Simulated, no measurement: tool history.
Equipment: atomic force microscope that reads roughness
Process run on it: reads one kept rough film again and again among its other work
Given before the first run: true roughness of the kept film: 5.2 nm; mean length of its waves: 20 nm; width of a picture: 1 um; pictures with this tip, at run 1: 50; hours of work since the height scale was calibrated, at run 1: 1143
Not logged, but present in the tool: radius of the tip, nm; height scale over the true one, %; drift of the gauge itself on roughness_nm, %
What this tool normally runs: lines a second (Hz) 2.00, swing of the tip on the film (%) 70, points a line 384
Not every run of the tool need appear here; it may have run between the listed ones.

run	hour	lines a second (Hz)	swing of the tip on the film (%)	points a line	pictures with this tip	hours of work since the height scale was calibrated	roughness of the kept film (nm (root mean square))
1	0.0	2.00	70	384	50	1143	2.353
2	43.8	2.00	79	384	90	1168	1.780
3	69.5	2.00	70	384	114	1182	1.620
# hour 76.4: new tip fitted
4	107.8	2.00	70	384	28	1203	2.529
5	154.1	2.00	70	415	71	1229	1.941
6	187.0	2.00	63	415	101	1248	1.694
# hour 207.2: new tip fitted
7	231.0	2.00	63	415	22	1272	2.745
8	277.2	2.00	63	415	64	1298	2.093
9	319.4	2.00	63	507	103	1322	1.728
# hour 336.7: new tip fitted
10	359.6	2.00	63	507	21	1344	2.757
11	412.2	2.00	63	507	69	1373	2.083
12	450.4	2.00	63	507	104	1395	1.738
# hour 465.4: new tip fitted
13	509.7	2.00	63	507	41	1428	2.411
14	548.9	2.00	63	380	77	1450	1.944
15	590.0	2.00	63	380	114	1473	1.630
# hour 594.3: new tip fitted
16	648.8	2.00	63	380	50	1505	2.183
17	677.0	2.00	70	384	76	1521	1.836
18	718.9	2.00	55	384	114	1545	1.608
# hour 724.8: new tip fitted
19	753.7	2.00	55	384	26	1564	2.721
20	796.6	2.57	70	384	66	1588	2.009
# hour 802.2: height scale calibrated on a step standard
21	845.1	2.00	70	335	109	24	1.665
# hour 857.3: new tip fitted
22	904.3	2.00	70	335	43	57	2.306
23	941.0	0.96	72	299	77	77	1.935
# hour 989.1: new tip fitted
24	1001.2	0.96	72	299	11	111	2.942
# hour 1034.0: height scale calibrated on a step standard, once more
25	1034.0	0.96	72	299	40	0	2.368
26	1077.4	3.00	57	294	80	24	1.857
27	1112.9	3.44	87	588	113	44	1.339
# hour 1120.2: new tip fitted
28	1140.4	2.00	77	626	18	59	2.620
29	1181.9	0.90	87	828	56	83	2.090
30	1220.2	0.61	75	609	91	104	1.783
# hour 1250.7: new tip fitted
31	1280.9	0.61	75	492	28	138	2.606
32	1315.9	0.88	67	290	60	157	2.115
33	1360.1	2.00	64	384	100	182	1.686
# hour 1381.0: new tip fitted
34	1412.8	1.73	90	721	29	211	2.347
35	1461.0	2.14	75	644	73	238	1.906
36	1491.0	1.49	56	403	100	255	1.755
# hour 1513.4: new tip fitted
37	1520.8	1.00	56	430	6	272	3.125
38	1573.1	0.55	65	348	54	301	2.179
39	1612.1	0.55	65	348	90	323	1.801
# hour 1644.0: new tip fitted
40	1670.8	1.39	60	288	24	355	2.655
41	1713.9	1.01	60	528	64	380	2.095
42	1745.3	1.01	60	528	92	397	1.827
# hour 1773.2: new tip fitted
43	1776.8	1.01	60	528	3	415	3.098
44	1813.5	1.01	60	528	36	435	2.447

4 options for the next run, each taken on its own from the tool as it stands now. Forecast them:
A	1868.4	0.81	88	318	87	466	?
B	1868.4	1.59	66	353	87	466	?
C	1868.4	0.90	70	384	87	466	?
D	1868.4	0.67	60	528	87	466	?

run	roughness of the kept film (nm (root mean square))
A	1.718
B	1.761
C	1.785
D	1.821
The same runs, with their run-to-run variation unchanged, on a tool lacking any hidden condition would have given:
run	roughness of the kept film (nm (root mean square))
A	3.160
B	3.232
C	3.274
D	3.344
